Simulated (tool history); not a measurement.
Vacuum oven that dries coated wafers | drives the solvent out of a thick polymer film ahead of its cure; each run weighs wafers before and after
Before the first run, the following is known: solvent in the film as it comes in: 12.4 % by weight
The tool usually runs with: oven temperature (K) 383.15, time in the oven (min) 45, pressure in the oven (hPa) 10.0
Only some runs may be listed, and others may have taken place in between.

| run | day | oven temperature (K) | time in the oven (min) | pressure in the oven (hPa) | solvent left in the film (%) |
|---|---|---|---|---|---|
| 1 | 0.000 | 383.15 | 45 | 10.0 | 1.81 |
| 2 | 4.471 | 383.15 | 45 | 10.0 | 1.85 |
| 3 | 7.688 | 383.15 | 45 | 10.0 | 1.83 |
| 4 | 10.029 | 383.15 | 45 | 10.0 | 1.82 |
| 5 | 13.658 | 383.15 | 45 | 10.0 | 1.82 |
| 6 | 16.083 | 383.15 | 45 | 10.0 | 1.77 |
| 7 | 20.567 | 383.15 | 45 | 8.4 | 1.70 |
|  | 23.150 | oven's thermocouples calibrated |
| 8 | 23.221 | 383.15 | 45 | 8.4 | 1.94 |
| 9 | 27.842 | 383.15 | 75 | 8.4 | 1.18 |
| 10 | 30.367 | 383.15 | 75 | 8.4 | 1.24 |
| 11 | 32.992 | 383.15 | 75 | 8.4 | 1.18 |
| 12 | 36.633 | 383.15 | 75 | 8.5 | 1.27 |
| 13 | 38.842 | 387.15 | 75 | 8.5 | 0.96 |
| 14 | 40.988 | 383.15 | 45 | 10.0 | 2.11 |
| 15 | 44.950 | 383.15 | 45 | 10.0 | 2.11 |
| 16 | 48.004 | 383.15 | 45 | 10.0 | 2.11 |
| 17 | 50.058 | 383.15 | 45 | 10.0 | 2.12 |
| 18 | 51.971 | 371.15 | 45 | 10.0 | 4.49 |
| 19 | 53.942 | 371.15 | 45 | 10.0 | 4.48 |
| 20 | 58.388 | 371.15 | 45 | 10.0 | 4.51 |
| 21 | 62.525 | 371.15 | 45 | 10.0 | 4.51 |
| 22 | 66.088 | 371.15 | 45 | 10.0 | 4.38 |
| 23 | 69.612 | 371.15 | 45 | 10.0 | 4.49 |
| 24 | 73.529 | 395.15 | 39 | 28.4 | 2.02 |
|  | 73.871 | oven's thermocouples calibrated |
| 25 | 75.758 | 394.15 | 43 | 6.0 | 0.89 |
| 26 | 78.158 | 394.15 | 43 | 6.0 | 0.91 |
|  | 79.200 | vacuum gauge cleaned of residue and calibrated |
| 27 | 82.117 | 381.15 | 45 | 15.6 | 2.53 |
| 28 | 84.867 | 381.15 | 45 | 15.6 | 2.57 |
| 29 | 87.679 | 374.15 | 45 | 7.1 | 3.17 |
| 30 | 92.000 | 383.15 | 29 | 33.0 | 4.49 |
| 31 | 96.625 | 374.15 | 32 | 19.7 | 5.33 |
| 32 | 99.625 | 394.15 | 77 | 26.7 | 1.52 |
| 33 | 104.254 | 381.15 | 29 | 27.9 | 4.59 |
| 34 | 106.929 | 381.15 | 29 | 27.9 | 4.61 |
| 35 | 109.388 | 381.15 | 29 | 27.9 | 4.67 |
| 36 | 113.054 | 384.15 | 30 | 10.1 | 2.67 |
| 37 | 115.783 | 380.15 | 45 | 10.0 | 2.37 |
| 38 | 119.304 | 386.15 | 45 | 16.1 | 1.85 |
| 39 | 121.304 | 370.15 | 63 | 27.5 | 5.02 |
|  | 124.779 | oven's thermocouples calibrated |
| 40 | 125.092 | 370.15 | 63 | 27.5 | 5.28 |
| 41 | 127.908 | 376.15 | 45 | 6.1 | 2.78 |
| 42 | 131.742 | 390.15 | 49 | 6.1 | 0.73 |
| 43 | 135.779 | 390.15 | 49 | 6.1 | 0.87 |
| 44 | 138.004 | 390.15 | 65 | 6.1 | 0.63 |
| 45 | 141.196 | 390.15 | 65 | 6.1 | 0.64 |
| 46 | 144.175 | 390.15 | 65 | 6.1 | 0.60 |

Below are 5 alternative next runs, each starting from the tool's condition after run 46. Predict each:
| A | 146.804 | 376.15 | 33 | 6.1 | ? |
| B | 146.804 | 396.15 | 65 | 19.9 | ? |
| C | 146.804 | 390.15 | 65 | 18.3 | ? |
| D | 146.804 | 369.15 | 25 | 24.1 | ? |
| E | 146.804 | 390.15 | 52 | 6.1 | ? |

| run | solvent left in the film (%) |
|---|---|
| A | 3.87 |
| B | 1.13 |
| C | 1.41 |
| D | 7.67 |
| E | 0.71 |
Had the tool no hidden state, the same runs would have come out as:
| run | solvent left in the film (%) |
|---|---|
| A | 3.72 |
| B | 0.97 |
| C | 1.23 |
| D | 7.54 |
| E | 0.52 |
